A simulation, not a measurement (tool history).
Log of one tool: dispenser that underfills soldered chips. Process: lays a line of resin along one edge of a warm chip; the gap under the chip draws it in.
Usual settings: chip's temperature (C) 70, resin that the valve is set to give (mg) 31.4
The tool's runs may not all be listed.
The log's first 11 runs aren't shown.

run	hour	chip's temperature (C)	resin that the valve is set to give (mg)	time until the resin shows at the far edge (s)	resin that the valve gave (mg)
# hour 113.4: new syringe of resin
# hour 117.5: dispensing valve cleaned and set on the balance
12	118.1	70	31.4	259.1	31.22
13	124.5	70	39.4	324.4	39.05
# hour 130.0: new syringe of resin
14	132.9	70	39.4	245.8	39.21
15	141.6	70	29.5	340.5	29.12
# hour 144.4: new syringe of resin
16	157.3	70	29.5	361.4	28.73
# hour 158.9: new syringe of resin
# hour 167.7: stage's temperature calibrated
17	168.9	70	29.5	269.2	28.55
# hour 175.0: new syringe of resin
18	181.7	74	33.6	205.8	32.35
19	188.5	63	35.1	449.0	33.60
# hour 190.1: new syringe of resin
20	201.3	67	31.4	342.1	29.74
# hour 204.5: new syringe of resin
21	212.7	61	27.9	425.6	26.25
# hour 219.3: new syringe of resin
22	227.0	61	27.9	423.5	25.95
# hour 233.3: dispensing valve cleaned and set on the balance
# hour 235.6: new syringe of resin
23	236.0	55	31.4	428.6	31.57
# hour 250.4: new syringe of resin
24	250.4	55	31.4	430.0	31.18
25	257.3	62	27.6	394.2	27.22
# hour 265.6: new syringe of resin
26	272.7	81	39.0	148.2	38.07
# hour 281.0: new syringe of resin
27	287.7	70	33.9	254.8	32.64
# hour 295.7: new syringe of resin
28	297.4	84	29.9	112.5	28.70
# hour 310.2: new syringe of resin
29	310.2	59	33.5	360.9	31.99
30	322.6	79	39.3	206.6	37.17
# hour 325.4: new syringe of resin
31	329.2	79	29.4	153.3	27.74
# hour 339.7: new syringe of resin
32	340.2	79	29.4	140.0	27.36
# hour 348.0: dispensing valve cleaned and set on the balance
33	353.2	60	28.7	536.0	28.37
# hour 355.1: new syringe of resin
34	361.7	70	27.7	263.3	27.61

Forecast each of these 4 alternatives for the next run:
# hour 370.2: new syringe of resin
A	376.1	83	27.7	?	?
# hour 370.2: new syringe of resin
B	376.1	57	29.0	?	?
# hour 370.2: new syringe of resin
C	376.1	58	33.2	?	?
# hour 370.2: new syringe of resin
D	376.1	69	31.4	?	?

run	time until the resin shows at the far edge (s)	resin that the valve gave (mg)
A	140.0	27.29
B	509.7	28.43
C	474.1	32.56
D	266.6	30.79
Without the tool's hidden state the same runs would have given:
run	time until the resin shows at the far edge (s)	resin that the valve gave (mg)
A	107.0	27.79
B	386.7	28.96
C	360.3	33.17
D	203.3	31.37
